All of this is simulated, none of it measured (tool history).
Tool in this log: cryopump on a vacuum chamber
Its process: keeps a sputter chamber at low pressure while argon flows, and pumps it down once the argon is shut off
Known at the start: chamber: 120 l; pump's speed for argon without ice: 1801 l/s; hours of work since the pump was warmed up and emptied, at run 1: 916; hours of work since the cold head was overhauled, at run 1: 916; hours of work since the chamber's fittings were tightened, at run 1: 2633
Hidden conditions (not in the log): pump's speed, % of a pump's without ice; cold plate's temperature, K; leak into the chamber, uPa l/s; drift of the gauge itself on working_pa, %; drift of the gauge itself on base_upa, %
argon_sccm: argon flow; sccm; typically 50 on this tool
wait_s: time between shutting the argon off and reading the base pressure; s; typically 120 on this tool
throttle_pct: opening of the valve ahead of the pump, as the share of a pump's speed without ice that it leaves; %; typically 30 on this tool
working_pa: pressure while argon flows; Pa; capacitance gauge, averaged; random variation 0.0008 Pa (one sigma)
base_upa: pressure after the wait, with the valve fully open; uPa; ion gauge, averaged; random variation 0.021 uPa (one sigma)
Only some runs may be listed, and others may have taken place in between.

run	hour	argon_sccm	wait_s	throttle_pct	hours of work since the pump was warmed up and emptied	hours of work since the cold head was overhauled	hours of work since the chamber's fittings were tightened	working_pa	base_upa
1	0	50	120	30	916	916	2633	0.1777	3.45
2	25.6	50	120	30	938	938	2655	0.1783	3.54
3	52.8	63	120	30	961	961	2678	0.2252	3.54
4	77.9	63	120	30	983	983	2700	0.2279	3.6
# hour 101.2: pump warmed up, emptied and cooled again
5	101.2	50	120	30	0	998	2715	0.1576	2.58
6	125.4	50	120	30	21	1019	2736	0.158	2.58
7	144.1	50	120	30	37	1035	2752	0.1578	2.62
8	172.4	50	120	17	61	1059	2776	0.278	2.62
9	201.8	50	120	17	86	1085	2802	0.2781	2.7
# hour 207.7: leaking fittings of the chamber tightened, without venting
10	227.5	50	120	17	107	1105	17	0.2815	0.36
11	256.1	50	120	38	131	1129	41	0.1276	0.37
12	280.1	50	120	38	152	1150	62	0.1276	0.39
13	299.6	50	120	38	168	1167	79	0.1282	0.36
14	313.2	54	120	30	180	1178	90	0.1728	0.43
15	332.3	50	120	18	196	1195	107	0.2664	0.42
16	355.8	50	120	26	216	1215	127	0.1878	0.46
17	378.7	50	82	30	236	1234	147	0.1616	0.56
18	404	27	120	27	258	1256	168	0.097	0.47
19	429	27	120	27	279	1278	190	0.097	0.55
20	458.2	59	64	16	304	1303	215	0.3512	0.66
21	481.7	24	120	38	324	1323	235	0.0631	0.54
22	496.1	24	120	38	337	1335	247	0.0623	0.56
23	524.2	24	120	38	361	1359	271	0.0619	0.59
24	552.8	98	39	40	385	1384	296	0.2482	0.94
25	580.4	37	213	24	409	1407	319	0.1542	0.59
26	594.9	50	77	30	421	1420	332	0.1666	0.79
27	607.5	29	165	47	432	1431	343	0.0633	0.65
28	637.9	50	75	47	458	1457	369	0.1099	0.79
29	664.5	33	40	16	481	1479	391	0.2006	1.07
30	694.2	87	44	30	506	1505	417	0.2933	1.06
31	720.8	21	120	22	529	1528	440	0.0945	0.81
32	737.7	21	120	22	544	1542	454	0.0944	0.82
33	758.5	26	120	36	562	1560	472	0.0738	0.86

Here are 3 independent what-if runs from the current tool condition. What would each one return?
A	783.4	50	120	24	583	1581	493	?	?
B	783.4	45	120	16	583	1581	493	?	?
C	783.4	65	109	49	583	1581	493	?	?

run	working_pa	base_upa
A	0.2084	0.84
B	0.2754	0.91
C	0.1436	0.9
The same runs, with their run-to-run variation unchanged, on a tool lacking any hidden condition would have given:
run	working_pa	base_upa
A	0.1943	0.28
B	0.2628	0.33
C	0.1251	0.34

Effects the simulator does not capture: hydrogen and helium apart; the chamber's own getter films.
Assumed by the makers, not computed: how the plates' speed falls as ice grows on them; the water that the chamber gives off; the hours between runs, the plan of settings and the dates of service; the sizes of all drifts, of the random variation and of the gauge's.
